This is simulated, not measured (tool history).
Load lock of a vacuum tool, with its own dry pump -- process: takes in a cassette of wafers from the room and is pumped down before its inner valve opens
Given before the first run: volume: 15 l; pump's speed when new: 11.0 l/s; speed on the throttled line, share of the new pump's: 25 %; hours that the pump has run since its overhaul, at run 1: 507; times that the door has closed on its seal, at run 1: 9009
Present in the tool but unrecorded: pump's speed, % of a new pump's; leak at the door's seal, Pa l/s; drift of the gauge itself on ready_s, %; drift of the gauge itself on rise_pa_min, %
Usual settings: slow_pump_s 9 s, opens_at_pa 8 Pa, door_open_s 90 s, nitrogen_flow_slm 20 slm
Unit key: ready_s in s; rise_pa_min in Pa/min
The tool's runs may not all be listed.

run	hour	slow_pump_s	opens_at_pa	door_open_s	nitrogen_flow_slm	hours that the pump has run since its overhaul	times that the door has closed on its seal	incoming humidity of the room's air, %	ready_s	rise_pa_min
1	0.0	9	8	90	20	507	9009	44.5	19.78	0.051
2	304.4	9	8	109	20	812	9702	45.5	19.73	0.056
3	786.9	9	8	203	20	1294	10801	43.0	19.83	0.073
4	1004.5	9	8	203	20	1512	11297	43.8	19.62	0.070
5	1345.8	9	8	90	20	1853	12074	46.2	19.67	0.058
6	1730.3	9	8	90	20	2238	12950	42.0	19.72	0.050
7	2046.7	9	8	90	20	2554	13671	43.9	19.70	0.054
8	2540.0	9	8	90	20	3047	14794	47.3	19.83	0.054
9	2896.6	9	8	178	20	3404	15606	49.7	19.78	0.073
10	3405.0	9	8	178	20	3912	16764	42.3	19.84	0.062
11	3863.3	9	8	92	20	4371	17808	40.2	19.76	0.047
12	4282.2	9	8	92	20	4789	18762	45.8	19.66	0.056
13	4649.9	9	8	92	20	5157	19600	45.1	19.62	0.054
14	4952.3	9	8	92	20	5460	20289	43.7	19.74	0.056
15	5321.5	9	8	139	20	5829	21130	44.2	19.73	0.061
16	5796.1	9	8	139	20	6303	22211	44.9	19.67	0.075
17	6189.5	15	8	90	20	6697	23107	39.5	24.37	0.049
18	6530.4	9	13	90	20	7038	23883	44.3	18.93	0.054
19	6918.5	9	13	90	20	7426	24767	46.6	18.96	0.055
20	7435.2	11	13	25	5	7942	25944	38.1	20.41	0.057
21	7786.1	11	13	25	5	8293	26743	47.0	20.52	0.057
22	8076.3	11	13	25	5	8584	27404	46.5	20.57	0.056
23	8426.4	9	10	90	20	8934	28202	42.9	19.25	0.052
24	8717.9	9	10	90	20	9225	28866	45.4	19.43	0.058
25	9080.9	9	11	94	20	9588	29692	46.3	19.24	0.063
26	9472.1	9	11	94	20	9979	30583	43.5	19.40	0.049
27	9983.7	9	8	87	20	10491	31749	44.4	19.68	0.053
28	10489.8	9	8	87	20	10997	32901	46.7	19.62	0.058
29	10852.8	16	12	119	9	11360	33728	40.8	24.39	0.075
30	11160.4	16	12	112	16	11668	34429	41.9	24.46	0.061
31	11599.0	16	12	112	16	12106	35428	44.3	24.37	0.068
32	11996.6	16	12	112	16	12504	36333	44.9	24.30	0.071
33	12285.9	16	6	31	16	12793	36992	43.8	25.23	0.041

Alternative continuations, all from the tool just after run 33; predict every row:
# hour 12604.3: door's seal changed, seat wiped
A	12604.3	16	6	31	7	13110	0	40.1	?	?
# hour 12604.3: door's seal changed, seat wiped
B	12604.3	4	8	90	20	13110	0	47.9	?	?
# hour 12604.3: door's seal changed, seat wiped
C	12604.3	10	8	32	35	13110	0	42.7	?	?

run	ready_s	rise_pa_min
A	25.40	0.059
B	15.86	0.057
C	20.53	0.029
Stripped of hidden state, with their random variation kept, the same runs would have yielded:
run	ready_s	rise_pa_min
A	25.40	0.059
B	15.85	0.057
C	20.52	0.029
